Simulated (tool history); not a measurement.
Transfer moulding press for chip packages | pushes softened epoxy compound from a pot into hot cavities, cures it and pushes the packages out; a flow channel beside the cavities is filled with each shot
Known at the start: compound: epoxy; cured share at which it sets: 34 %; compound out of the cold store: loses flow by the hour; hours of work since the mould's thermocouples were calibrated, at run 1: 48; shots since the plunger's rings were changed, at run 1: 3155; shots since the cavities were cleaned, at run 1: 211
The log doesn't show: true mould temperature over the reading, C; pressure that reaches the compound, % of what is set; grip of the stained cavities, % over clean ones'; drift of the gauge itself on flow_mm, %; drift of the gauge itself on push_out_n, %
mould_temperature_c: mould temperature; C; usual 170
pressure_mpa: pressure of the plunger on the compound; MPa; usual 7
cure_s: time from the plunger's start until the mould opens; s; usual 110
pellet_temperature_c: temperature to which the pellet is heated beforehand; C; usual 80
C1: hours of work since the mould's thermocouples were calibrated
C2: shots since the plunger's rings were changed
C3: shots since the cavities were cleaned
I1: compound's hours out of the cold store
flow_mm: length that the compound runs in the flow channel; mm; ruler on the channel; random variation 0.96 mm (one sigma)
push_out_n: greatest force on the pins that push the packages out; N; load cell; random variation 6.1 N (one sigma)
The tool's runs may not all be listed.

Run 1, hour 0: usual settings; C1 48; C2 3155; C3 211; I1 16.3. Result: flow_mm 542.7 mm, push_out_n 313 N.
Run 2, hour 9.4: usual settings; C1 55; C2 3262; C3 318; I1 39.4. Result: flow_mm 472.9 mm, push_out_n 326 N.
Run 3, hour 15.6: usual settings; C1 59; C2 3332; C3 388; I1 46.8. Result: flow_mm 455.3 mm, push_out_n 317 N.
At hour 22.2: cavities cleaned with cleaning compound and waxed.
Run 4, hour 25.8: usual settings; C1 66; C2 3431; C3 41; I1 11.8. Result: flow_mm 556.3 mm, push_out_n 264 N.
Run 5, hour 30.7: usual settings but cure_s 106 s; C1 69; C2 3486; C3 96; I1 22.2. Result: flow_mm 523 mm, push_out_n 268 N.
Run 6, hour 40: usual settings but cure_s 106 s; C1 76; C2 3592; C3 202; I1 22.2. Result: flow_mm 522 mm, push_out_n 303 N.
Run 7, hour 47.7: usual settings but pressure_mpa 6.17 MPa; C1 82; C2 3679; C3 289; I1 29.8. Result: flow_mm 469.9 mm, push_out_n 300 N.
Run 8, hour 51.8: usual settings but cure_s 105 s; C1 85; C2 3726; C3 336; I1 19.3. Result: flow_mm 532.4 mm, push_out_n 341 N.
Run 9, hour 57: usual settings; C1 89; C2 3785; C3 395; I1 46. Result: flow_mm 454.9 mm, push_out_n 317 N.
At hour 62.8: cavities cleaned with cleaning compound and waxed.
Run 10, hour 65.8: usual settings but pellet_temperature_c 71 C; C1 94; C2 3867; C3 33; I1 18.8. Result: flow_mm 532 mm, push_out_n 261 N.
Run 11, hour 70.5: usual settings; C1 97; C2 3921; C3 87; I1 40.1. Result: flow_mm 470.1 mm, push_out_n 254 N.
Run 12, hour 79.2: usual settings; C1 104; C2 4020; C3 186; I1 17.8. Result: flow_mm 534.4 mm, push_out_n 286 N.
Run 13, hour 86: usual settings but pressure_mpa 6.23 MPa; C1 109; C2 4097; C3 263; I1 32.6. Result: flow_mm 463.7 mm, push_out_n 295 N.
Run 14, hour 93.1: usual settings but pellet_temperature_c 71 C; C1 114; C2 4178; C3 344; I1 30.5. Result: flow_mm 494.4 mm, push_out_n 312 N.
Run 15, hour 98.8: usual settings but pellet_temperature_c 71 C; C1 118; C2 4243; C3 409; I1 25. Result: flow_mm 510.2 mm, push_out_n 324 N.
At hour 103.7: cavities cleaned with cleaning compound and waxed.
Run 16, hour 109.9: usual settings but mould_temperature_c 173 C, cure_s 131 s, pellet_temperature_c 75 C; C1 125; C2 4352; C3 70; I1 19.4. Result: flow_mm 522 mm, push_out_n 199 N.
Run 17, hour 116.2: usual settings but mould_temperature_c 166 C, pressure_mpa 5.85 MPa, cure_s 131 s, pellet_temperature_c 82 C; C1 130; C2 4423; C3 141; I1 12. Result: flow_mm 513.3 mm, push_out_n 274 N.
Run 18, hour 124.9: usual settings but mould_temperature_c 166 C, pressure_mpa 5.85 MPa, cure_s 131 s, pellet_temperature_c 82 C; C1 136; C2 4523; C3 241; I1 22.7. Result: flow_mm 483 mm, push_out_n 293 N.
Run 19, hour 131: usual settings but mould_temperature_c 166 C, pressure_mpa 5.85 MPa, cure_s 131 s, pellet_temperature_c 82 C; C1 140; C2 4592; C3 310; I1 18.1. Result: flow_mm 494.1 mm, push_out_n 317 N.
Run 20, hour 136.2: usual settings but mould_temperature_c 166 C, pressure_mpa 5.85 MPa, cure_s 107 s, pellet_temperature_c 85 C; C1 144; C2 4650; C3 368; I1 35.9. Result: flow_mm 444.7 mm, push_out_n 437 N.
At hour 144.5: cavities cleaned with cleaning compound and waxed.
Run 21, hour 145.6: usual settings but mould_temperature_c 166 C, pressure_mpa 5.85 MPa, cure_s 107 s, pellet_temperature_c 85 C; C1 150; C2 4740; C3 12; I1 20.2. Result: flow_mm 488.2 mm, push_out_n 347 N.
At hour 153.5: plunger's sealing rings changed.
Run 22, hour 156.4: usual settings but pressure_mpa 7.01 MPa, cure_s 149 s; C1 156; C2 33; C3 107; I1 14.3. Result: flow_mm 564.4 mm, push_out_n 223 N.
Run 23, hour 161.5: usual settings but mould_temperature_c 172 C, pressure_mpa 7.01 MPa, cure_s 149 s, pellet_temperature_c 86 C; C1 160; C2 91; C3 165; I1 32.8. Result: flow_mm 500 mm, push_out_n 218 N.

Run 24 comes next. What will it give?
Run 24, hour 165.9: usual settings but mould_temperature_c 172 C, pressure_mpa 7.01 MPa, cure_s 99 s, pellet_temperature_c 86 C; C1 163; C2 141; C3 215; I1 8.9. Result: flow_mm ?, push_out_n ?.

{"run 24": {"flow_mm": 575.2, "push_out_n": 326}}
Without the tool's hidden state the same run would have given flow_mm 575.7 mm, push_out_n 259 N.
